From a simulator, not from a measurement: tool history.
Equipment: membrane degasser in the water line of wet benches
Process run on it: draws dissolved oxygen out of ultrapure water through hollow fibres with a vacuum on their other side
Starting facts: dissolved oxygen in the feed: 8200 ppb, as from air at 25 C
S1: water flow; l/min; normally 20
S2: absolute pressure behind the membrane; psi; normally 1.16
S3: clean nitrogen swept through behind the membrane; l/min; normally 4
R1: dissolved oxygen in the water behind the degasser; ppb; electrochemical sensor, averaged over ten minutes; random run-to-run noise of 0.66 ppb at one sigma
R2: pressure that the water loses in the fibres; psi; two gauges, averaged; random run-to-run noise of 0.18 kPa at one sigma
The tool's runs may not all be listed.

Run 1, hour 0: usual settings. Result: R1 71.4 ppb, R2 4.635 psi.
Run 2, hour 187.6: usual settings. Result: R1 72.5 ppb, R2 4.643 psi.
Run 3, hour 359.5: usual settings but S2 1.369 psi. Result: R1 89.7 ppb, R2 4.628 psi.
Run 4, hour 514.4: usual settings. Result: R1 72.6 ppb, R2 4.537 psi.
Run 5, hour 608: usual settings but S1 23 l/min. Result: R1 90.6 ppb, R2 5.317 psi.
Run 6, hour 690: usual settings but S1 21 l/min. Result: R1 80.1 ppb, R2 4.78 psi.
Run 7, hour 856.8: usual settings but S1 21 l/min. Result: R1 78.8 ppb, R2 4.876 psi.
Run 8, hour 947.7: usual settings but S2 2.002 psi. Result: R1 143.4 ppb, R2 4.635 psi.
Run 9, hour 1079.2: usual settings but S2 0.928 psi. Result: R1 54.3 ppb, R2 4.663 psi.
Run 10, hour 1184.1: usual settings but S2 0.928 psi. Result: R1 53 ppb, R2 4.667 psi.
Run 11, hour 1367.6: usual settings. Result: R1 73.8 ppb, R2 4.599 psi.
Run 12, hour 1491.6: usual settings. Result: R1 72.7 ppb, R2 4.675 psi.
Run 13, hour 1661.6: usual settings. Result: R1 73.2 ppb, R2 4.653 psi.
Run 14, hour 1761.9: usual settings. Result: R1 73.4 ppb, R2 4.615 psi.
Run 15, hour 1961.4: usual settings. Result: R1 74.5 ppb, R2 4.65 psi.
Run 16, hour 2127.4: usual settings. Result: R1 74.7 ppb, R2 4.691 psi.
Run 17, hour 2245.4: usual settings but S1 19 l/min, S2 1.765 psi, S3 11.43 l/min. Result: R1 48.8 ppb, R2 4.432 psi.
Run 18, hour 2332.1: usual settings but S2 2.213 psi, S3 8.59 l/min. Result: R1 85.5 ppb, R2 4.644 psi.
Run 19, hour 2503.5: usual settings but S2 0.879 psi, S3 3.48 l/min. Result: R1 56.6 ppb, R2 4.683 psi.
Run 20, hour 2678.2: usual settings but S1 16 l/min, S2 0.712 psi, S3 5.31 l/min. Result: R1 19 ppb, R2 3.713 psi.
Run 21, hour 2806: usual settings but S1 18 l/min, S2 1.321 psi, S3 1.63 l/min. Result: R1 167.9 ppb, R2 4.247 psi.
At hour 2819.1: vacuum gauge calibrated.
Run 22, hour 2984.9: usual settings but S1 14 l/min, S2 0.817 psi, S3 2.66 l/min. Result: R1 38.9 ppb, R2 3.236 psi.
Run 23, hour 3119.9: usual settings but S3 2.71 l/min. Result: R1 105 ppb, R2 4.643 psi.
Run 24, hour 3304: usual settings but S1 30 l/min, S2 1.775 psi, S3 5.1 l/min. Result: R1 192.8 ppb, R2 7.014 psi.
Run 25, hour 3405.5: usual settings but S1 22 l/min, S2 0.714 psi. Result: R1 46.6 ppb, R2 5.163 psi.
Run 26, hour 3559.1: usual settings but S2 2.038 psi, S3 4.94 l/min. Result: R1 125.4 ppb, R2 4.663 psi.
At hour 3581.5: vacuum gauge calibrated, once more.
Run 27, hour 3734.9: usual settings but S2 2.038 psi, S3 4.94 l/min. Result: R1 124.1 ppb, R2 4.692 psi.
Run 28, hour 3903.6: usual settings but S1 22 l/min, S2 1.038 psi, S3 4.67 l/min. Result: R1 65.8 ppb, R2 5.187 psi.
Run 29, hour 4061.7: usual settings but S1 26 l/min, S2 2.875 psi. Result: R1 297 ppb, R2 6.135 psi.
Run 30, hour 4153.9: usual settings but S1 27 l/min, S2 2.806 psi. Result: R1 299.9 ppb, R2 6.377 psi.
At hour 4223: seals of the vacuum lines changed.
Run 31, hour 4346.8: usual settings but S1 16 l/min, S2 0.703 psi, S3 11.41 l/min. Result: R1 10.7 ppb, R2 3.733 psi.
Run 32, hour 4504.5: usual settings but S2 1.363 psi, S3 2.7 l/min. Result: R1 124.3 ppb, R2 4.763 psi.

Below are 4 alternative next runs, each starting from the tool's condition after run 32. Predict each:
Run A, hour 4600.5: usual settings but S1 22 l/min, S2 1.363 psi, S3 2.7 l/min. Result: R1 ?, R2 ?.
Run B, hour 4600.5: usual settings but S1 32 l/min, S2 0.912 psi, S3 2.31 l/min. Result: R1 ?, R2 ?.
Run C, hour 4600.5: usual settings but S2 0.931 psi. Result: R1 ?, R2 ?.
Run D, hour 4600.5: usual settings but S1 13 l/min, S2 2.809 psi, S3 2.7 l/min. Result: R1 ?, R2 ?.

run     R1     R2
  A  139.6  5.218
  B  175.1  7.575
  C   53.5  4.749
  D  188.3  3.084
Without the tool's hidden state the same runs would have given:
run     R1     R2
  A  134.6  5.018
  B    161  7.284
  C     50  4.566
  D  186.8  2.965
